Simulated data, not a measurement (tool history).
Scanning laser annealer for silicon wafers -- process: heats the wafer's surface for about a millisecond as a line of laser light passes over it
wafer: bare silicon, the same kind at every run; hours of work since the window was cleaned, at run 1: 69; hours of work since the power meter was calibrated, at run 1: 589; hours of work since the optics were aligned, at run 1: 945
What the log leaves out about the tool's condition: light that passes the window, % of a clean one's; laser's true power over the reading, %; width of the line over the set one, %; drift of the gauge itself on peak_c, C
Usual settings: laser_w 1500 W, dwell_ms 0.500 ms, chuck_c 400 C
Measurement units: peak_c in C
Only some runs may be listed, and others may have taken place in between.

run	hour	laser_w	dwell_ms	chuck_c	hours of work since the window was cleaned	hours of work since the power meter was calibrated	hours of work since the optics were aligned	peak_c
1	0.0	1500	0.500	400	69	589	945	1147
2	22.9	1500	0.500	400	84	603	959	1142
3	42.1	1458	0.500	400	96	615	971	1126
4	71.4	1458	0.500	400	114	633	989	1125
5	98.5	1458	0.500	400	131	650	1006	1121
6	114.3	1458	0.500	400	141	660	1016	1124
7	144.4	1458	0.500	400	160	679	1035	1123
8	167.9	1500	0.500	400	174	693	1050	1144
9	192.1	1500	0.500	400	189	709	1065	1143
10	209.2	1500	0.500	400	200	719	1075	1145
11	234.3	1500	0.500	400	216	735	1091	1142
12	270.2	1500	0.500	400	238	757	1114	1143
13	298.1	1500	0.556	400	256	775	1131	1178
14	322.8	1500	0.556	400	271	790	1146	1180
15	345.6	1295	0.500	400	285	805	1161	1043
16	374.3	1295	0.500	400	303	822	1179	1047
17	409.4	1295	0.500	400	325	844	1201	1044
18	446.6	1295	0.500	400	348	868	1224	1046
19	470.5	1500	0.391	400	363	883	1239	1067
20	486.3	1500	0.391	400	373	892	1249	1068
21	513.8	1500	0.391	400	390	910	1266	1069
22	544.0	1386	0.456	413	409	928	1285	1075
23	577.5	1386	0.456	413	430	949	1306	1073
# hour 589.9: window over the wafer cleaned
24	609.0	1546	0.619	432	12	968	1324	1273
25	629.0	1546	0.619	432	24	980	1336	1273
26	665.5	1546	0.400	432	47	1003	1359	1126
27	699.2	1311	0.472	378	68	1024	1380	1017
28	725.1	1311	0.472	378	84	1040	1396	1018
29	763.5	1307	0.472	378	108	1064	1420	1012
30	791.6	1307	0.521	421	126	1082	1438	1082
31	815.2	1465	0.407	422	141	1097	1453	1088
32	833.7	1465	0.407	422	152	1108	1464	1083
33	855.1	1465	0.407	422	166	1122	1478	1087
34	881.3	1500	0.500	403	182	1138	1494	1145
35	904.3	1500	0.500	361	196	1152	1508	1104
36	935.7	1458	0.521	381	216	1172	1528	1119
37	963.9	1466	0.594	381	234	1189	1546	1163
38	991.1	1464	0.598	408	251	1206	1563	1194
39	1007.4	1288	0.365	416	261	1217	1573	977

Across each entry between runs, compare the hidden state at the last listed run before it with the hidden state at the first listed run after it:
From run 23 to run 24: window over the wafer cleaned (hour 589.9)
  light that passes the window, % of a clean one's: 99.89 -> 99.99

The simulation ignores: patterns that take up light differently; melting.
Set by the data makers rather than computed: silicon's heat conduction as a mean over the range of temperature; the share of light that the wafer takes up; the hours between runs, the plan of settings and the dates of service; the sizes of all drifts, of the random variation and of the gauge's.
